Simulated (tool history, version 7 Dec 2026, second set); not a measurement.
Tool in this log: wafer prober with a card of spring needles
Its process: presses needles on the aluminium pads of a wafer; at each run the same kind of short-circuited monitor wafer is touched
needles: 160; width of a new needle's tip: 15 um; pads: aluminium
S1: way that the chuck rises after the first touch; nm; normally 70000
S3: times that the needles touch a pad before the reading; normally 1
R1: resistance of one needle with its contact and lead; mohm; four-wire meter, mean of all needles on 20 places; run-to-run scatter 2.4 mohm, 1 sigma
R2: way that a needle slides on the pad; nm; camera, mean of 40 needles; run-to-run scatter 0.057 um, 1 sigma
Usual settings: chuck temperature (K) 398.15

Run 1, day 0.000: usual settings. Result: R1 263 mohm, R2 10910 nm.
At day 0.804: tips cleaned on abrasive film.
Run 2, day 1.371: usual settings. Result: R1 271 mohm, R2 11000 nm.
At day 1.662: tips cleaned on abrasive film.
At day 2.488: tips cleaned on abrasive film.
At day 3.329: tips cleaned on abrasive film.
Run 3, day 3.442: usual settings but S1 79000 nm. Result: R1 261 mohm, R2 12350 nm.
At day 4.079: tips cleaned on abrasive film.
At day 4.738: height of the first contact set anew.
At day 4.867: tips cleaned on abrasive film.
Run 4, day 5.404: usual settings but S1 79000 nm. Result: R1 267 mohm, R2 12390 nm.
At day 5.692: tips cleaned on abrasive film.
At day 6.446: tips cleaned on abrasive film.
At day 7.292: tips cleaned on abrasive film.
Run 5, day 7.804: usual settings but S1 79000 nm. Result: R1 268 mohm, R2 12420 nm.
At day 8.079: tips cleaned on abrasive film.
At day 8.917: tips cleaned on abrasive film.
Run 6, day 9.408: usual settings but S1 52000 nm, chuck temperature (K) 340.15, S3 2. Result: R1 257 mohm, R2 8140 nm.
At day 9.729: tips cleaned on abrasive film.
At day 10.512: tips cleaned on abrasive film.
Run 7, day 10.646: usual settings but S1 62000 nm. Result: R1 271 mohm, R2 9750 nm.
At day 11.262: tips cleaned on abrasive film.
At day 12.104: tips cleaned on abrasive film.
Run 8, day 12.646: usual settings but S1 62000 nm. Result: R1 266 mohm, R2 9660 nm.
At day 12.892: tips cleaned on abrasive film.
At day 13.696: tips cleaned on abrasive film.
Run 9, day 13.954: usual settings but S1 62000 nm. Result: R1 271 mohm, R2 9720 nm.
At day 14.467: tips cleaned on abrasive film.
At day 15.375: tips cleaned on abrasive film.
At day 16.183: tips cleaned on abrasive film.
Run 10, day 16.292: usual settings but S1 83000 nm, chuck temperature (K) 316.15, S3 2. Result: R1 240 mohm, R2 13010 nm.

Alternative continuations, all from the tool just after run 10; predict every row:
At day 17.025: tips cleaned on abrasive film.
Run A, day 17.546: usual settings but S1 74000 nm, chuck temperature (K) 323.15, S3 2. Result: R1 ?, R2 ?.
At day 17.025: tips cleaned on abrasive film.
Run B, day 17.546: usual settings but S1 71000 nm, chuck temperature (K) 302.15, S3 3. Result: R1 ?, R2 ?.
At day 17.025: tips cleaned on abrasive film.
Run C, day 17.546: usual settings but chuck temperature (K) 302.15. Result: R1 ?, R2 ?.
At day 17.025: tips cleaned on abrasive film.
Run D, day 17.546: usual settings but S1 65000 nm, chuck temperature (K) 364.15. Result: R1 ?, R2 ?.
At day 17.025: tips cleaned on abrasive film.
Run E, day 17.546: usual settings but S1 88000 nm, chuck temperature (K) 316.15, S3 2. Result: R1 ?, R2 ?.

run   R1     R2
  A  246  11640
  B  238  11190
  C  240  11030
  D  264  10200
  E  239  13870
Had the tool no hidden state, the same runs would have come out as:
run   R1     R2
  A  246  11510
  B  238  11070
  C  239  10920
  D  264  10090
  E  239  13720

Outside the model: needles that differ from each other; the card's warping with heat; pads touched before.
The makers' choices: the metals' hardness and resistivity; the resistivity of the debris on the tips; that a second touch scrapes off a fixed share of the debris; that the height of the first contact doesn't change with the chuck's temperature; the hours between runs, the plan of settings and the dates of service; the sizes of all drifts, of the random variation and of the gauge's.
